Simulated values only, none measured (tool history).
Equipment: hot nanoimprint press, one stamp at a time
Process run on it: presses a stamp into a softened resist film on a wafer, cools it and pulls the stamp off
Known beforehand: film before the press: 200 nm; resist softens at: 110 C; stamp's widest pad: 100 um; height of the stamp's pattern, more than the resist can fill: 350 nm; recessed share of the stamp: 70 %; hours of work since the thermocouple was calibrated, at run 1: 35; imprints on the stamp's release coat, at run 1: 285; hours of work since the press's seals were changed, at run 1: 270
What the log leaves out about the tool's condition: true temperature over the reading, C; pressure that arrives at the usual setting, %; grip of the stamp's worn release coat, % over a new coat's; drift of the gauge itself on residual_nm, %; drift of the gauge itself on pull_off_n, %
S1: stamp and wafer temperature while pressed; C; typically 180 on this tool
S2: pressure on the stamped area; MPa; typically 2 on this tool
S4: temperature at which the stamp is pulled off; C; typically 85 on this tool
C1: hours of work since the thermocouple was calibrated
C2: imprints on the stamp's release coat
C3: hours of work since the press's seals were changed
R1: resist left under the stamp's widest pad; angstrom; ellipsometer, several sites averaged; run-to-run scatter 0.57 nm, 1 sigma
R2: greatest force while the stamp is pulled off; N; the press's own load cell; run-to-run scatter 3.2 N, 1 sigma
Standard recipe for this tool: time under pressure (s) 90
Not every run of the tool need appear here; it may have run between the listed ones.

Run 1, hour 0: usual settings; C1 35; C2 285; C3 270. Result: R1 1141 angstrom, R2 159 N.
Run 2, hour 17.9: usual settings; C1 45; C2 325; C3 280. Result: R1 1139 angstrom, R2 162 N.
Run 3, hour 31.3: usual settings; C1 52; C2 354; C3 287. Result: R1 1137 angstrom, R2 162 N.
Run 4, hour 46.9: usual settings; C1 60; C2 389; C3 295. Result: R1 1139 angstrom, R2 169 N.
Run 5, hour 57.4: usual settings; C1 66; C2 412; C3 301. Result: R1 1138 angstrom, R2 168 N.
Run 6, hour 69.2: usual settings; C1 72; C2 439; C3 307. Result: R1 1131 angstrom, R2 171 N.
Run 7, hour 85.5: usual settings; C1 81; C2 475; C3 316. Result: R1 1143 angstrom, R2 169 N.
Run 8, hour 98.1: usual settings; C1 87; C2 503; C3 323. Result: R1 1132 angstrom, R2 169 N.
Run 9, hour 108.6: usual settings; C1 93; C2 526; C3 328. Result: R1 1144 angstrom, R2 170 N.
Run 10, hour 129: usual settings; C1 104; C2 572; C3 339. Result: R1 1132 angstrom, R2 176 N.
Run 11, hour 150.7: usual settings; C1 115; C2 620; C3 350. Result: R1 1142 angstrom, R2 175 N.
Run 12, hour 167.7: usual settings; C1 124; C2 658; C3 360. Result: R1 1137 angstrom, R2 178 N.
Run 13, hour 189.6: usual settings but S2 2.46 MPa; C1 136; C2 707; C3 371. Result: R1 1049 angstrom, R2 179 N.
Run 14, hour 211.4: usual settings but S2 2.46 MPa; C1 148; C2 755; C3 383. Result: R1 1045 angstrom, R2 180 N.
Run 15, hour 230.6: usual settings but S2 2.46 MPa; C1 158; C2 798; C3 393. Result: R1 1036 angstrom, R2 180 N.
Run 16, hour 248.3: usual settings but S2 2.46 MPa; C1 167; C2 837; C3 402. Result: R1 1038 angstrom, R2 185 N.
Run 17, hour 267.6: usual settings but S2 2.46 MPa; C1 178; C2 880; C3 413. Result: R1 1034 angstrom, R2 185 N.
Run 18, hour 278.1: usual settings but S1 188 C, S2 2.62 MPa, time under pressure (s) 98, S4 86 C; C1 183; C2 904; C3 418. Result: R1 747 angstrom, R2 180 N.
Run 19, hour 287.7: usual settings but S2 2.46 MPa, S4 73 C; C1 188; C2 925; C3 423. Result: R1 1032 angstrom, R2 255 N.
Run 20, hour 309.5: usual settings but S1 181 C, time under pressure (s) 52; C1 200; C2 974; C3 435. Result: R1 1294 angstrom, R2 180 N.
Run 21, hour 329.9: usual settings but S1 171 C, S2 1.73 MPa, time under pressure (s) 162; C1 211; C2 1019; C3 446. Result: R1 1318 angstrom, R2 187 N.
Run 22, hour 351.6: usual settings but S1 171 C, S2 1.73 MPa, time under pressure (s) 162; C1 222; C2 1067; C3 457. Result: R1 1298 angstrom, R2 189 N.
Run 23, hour 362.2: usual settings but S1 171 C, S2 1.73 MPa, time under pressure (s) 162; C1 228; C2 1091; C3 463. Result: R1 1294 angstrom, R2 192 N.
Run 24, hour 371.3: usual settings but S2 2.88 MPa, S4 83 C; C1 233; C2 1111; C3 468. Result: R1 969 angstrom, R2 199 N.
Run 25, hour 382.6: usual settings but S2 2.88 MPa, S4 83 C; C1 239; C2 1136; C3 474. Result: R1 971 angstrom, R2 201 N.
Run 26, hour 399.4: usual settings but S2 2.88 MPa, S4 82 C; C1 248; C2 1174; C3 483. Result: R1 956 angstrom, R2 217 N.
Run 27, hour 410.8: usual settings but S2 2.37 MPa; C1 254; C2 1199; C3 489. Result: R1 1044 angstrom, R2 199 N.
Run 28, hour 431.6: usual settings but S1 187 C, S2 2.37 MPa, S4 80 C; C1 265; C2 1245; C3 500. Result: R1 829 angstrom, R2 228 N.
Run 29, hour 446.5: usual settings but S1 187 C, S2 2.37 MPa, S4 80 C; C1 273; C2 1278; C3 508. Result: R1 830 angstrom, R2 230 N.

Here are 5 independent what-if runs from the current tool condition. What would each one return?
Run A, hour 455.4: usual settings but S1 187 C, S2 2.27 MPa, time under pressure (s) 58, S4 80 C; C1 277; C2 1298; C3 512. Result: R1 ?, R2 ?.
Run B, hour 455.4: usual settings but S1 182 C, time under pressure (s) 57, S4 81 C; C1 277; C2 1298; C3 512. Result: R1 ?, R2 ?.
Run C, hour 455.4: usual settings but S1 187 C, S2 2.88 MPa, time under pressure (s) 113, S4 80 C; C1 277; C2 1298; C3 512. Result: R1 ?, R2 ?.
Run D, hour 455.4: usual settings but S2 2.69 MPa, time under pressure (s) 59, S4 78 C; C1 277; C2 1298; C3 512. Result: R1 ?, R2 ?.
Run E, hour 455.4: usual settings but S1 186 C; C1 277; C2 1298; C3 512. Result: R1 ?, R2 ?.

run    R1   R2
  A   998  231
  B  1207  225
  C   690  224
  D  1139  247
  E   937  196
Stripped of hidden state, with their random variation kept, the same runs would have yielded:
run    R1   R2
  A  1013  175
  B  1228  171
  C   700  170
  D  1156  187
  E   954  149

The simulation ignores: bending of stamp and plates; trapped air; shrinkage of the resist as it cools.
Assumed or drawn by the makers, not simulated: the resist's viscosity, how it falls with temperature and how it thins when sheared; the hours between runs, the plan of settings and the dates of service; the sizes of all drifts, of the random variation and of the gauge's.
